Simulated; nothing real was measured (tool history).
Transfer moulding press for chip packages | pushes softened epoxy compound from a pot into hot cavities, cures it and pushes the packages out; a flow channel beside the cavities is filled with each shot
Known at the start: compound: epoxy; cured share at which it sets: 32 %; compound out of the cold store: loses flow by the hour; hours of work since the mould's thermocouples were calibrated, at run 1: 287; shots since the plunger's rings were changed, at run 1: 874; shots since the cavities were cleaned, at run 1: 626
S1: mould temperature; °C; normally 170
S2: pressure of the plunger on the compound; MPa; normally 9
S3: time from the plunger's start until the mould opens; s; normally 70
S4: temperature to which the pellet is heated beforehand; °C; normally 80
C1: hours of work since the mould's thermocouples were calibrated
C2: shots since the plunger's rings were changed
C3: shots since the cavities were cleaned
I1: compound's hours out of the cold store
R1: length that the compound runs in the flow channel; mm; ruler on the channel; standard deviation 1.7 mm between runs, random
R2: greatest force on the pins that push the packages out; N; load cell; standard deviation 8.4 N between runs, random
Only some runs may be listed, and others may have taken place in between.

run	day	S1	S2	S3	S4	C1	C2	C3	I1	R1	R2
1	0	170	9	70	80	287	874	626	16.7	893	523
# day 1.292: cavities cleaned with cleaning compound and waxed
2	1.375	170	9	70	80	304	1273	26	18.7	876	409
3	2.612	170	9	70	80	320	1647	400	42.1	761	455
4	3.825	170	9	70	80	336	2017	770	35.4	791	505
5	4.471	170	9	70	80	344	2212	965	14.1	898	583
# day 4.688: cavities cleaned with cleaning compound and waxed
6	5.846	170	9	70	80	362	2610	351	37.5	775	459
7	7.008	170	9	69	80	377	2964	705	43.7	744	503
# day 8.138: cavities cleaned with cleaning compound and waxed
8	8.442	170	9	70	76	395	3380	93	28	815	434
# day 9.067: plunger's sealing rings changed
9	9.554	170	9	70	80	408	149	399	44.1	763	466
10	10.712	170	9	52	80	423	500	750	24.7	855	1062
# day 11.567: cavities cleaned with cleaning compound and waxed
11	11.812	170	9	58	80	437	815	75	47.1	746	572
12	13.033	170	9	58	80	453	1185	445	24.1	853	780
13	14.108	170	9	70	79	467	1512	772	29.4	825	552
# day 14.896: cavities cleaned with cleaning compound and waxed
14	15.3	170	9	69	79	481	1854	122	23.1	854	464
15	16.275	170	9	69	79	494	2149	417	12.7	906	536
16	17.088	171	9	70	80	505	2397	665	47.8	731	470
# day 18.242: cavities cleaned with cleaning compound and waxed
17	18.425	170	8.04	75	80	522	2784	56	19.5	815	369
# day 18.75: mould's thermocouples calibrated
18	19.85	170	9	55	82	14	3190	462	43.8	739	739
19	20.833	170	9	81	80	27	3490	762	8.8	915	443
# day 21.008: plunger's sealing rings changed
20	21.638	170	10.38	70	83	36	190	973	14.6	974	513
# day 21.792: cavities cleaned with cleaning compound and waxed
21	22.975	177	9	70	73	53	578	359	29.1	808	354
22	24.221	175	9	90	80	69	956	737	44.3	743	383
23	24.95	175	9	56	80	79	1177	958	19	861	617
# day 25.154: cavities cleaned with cleaning compound and waxed
24	26.179	175	9	63	81	94	1531	311	35.2	775	405
25	26.912	170	8.65	68	83	104	1754	534	8.1	915	552
26	28.142	170	8.65	68	83	120	2127	907	16.9	865	554
# day 28.529: cavities cleaned with cleaning compound and waxed
27	29.629	175	10.92	70	78	139	2559	333	12.1	973	376

Alternative continuations, all from the tool just after run 27; predict every row:
A	30.733	175	9.29	70	78	153	2895	669	21.6	?	?
B	30.733	174	10.92	70	82	153	2895	669	25.8	?	?
C	30.733	175	6.97	82	77	153	2895	669	42.4	?	?

run	R1	R2
A	844	414
B	898	414
C	648	376
What these runs would have given with no unlogged condition in the tool:
run	R1	R2
A	870	307
B	925	304
C	668	279
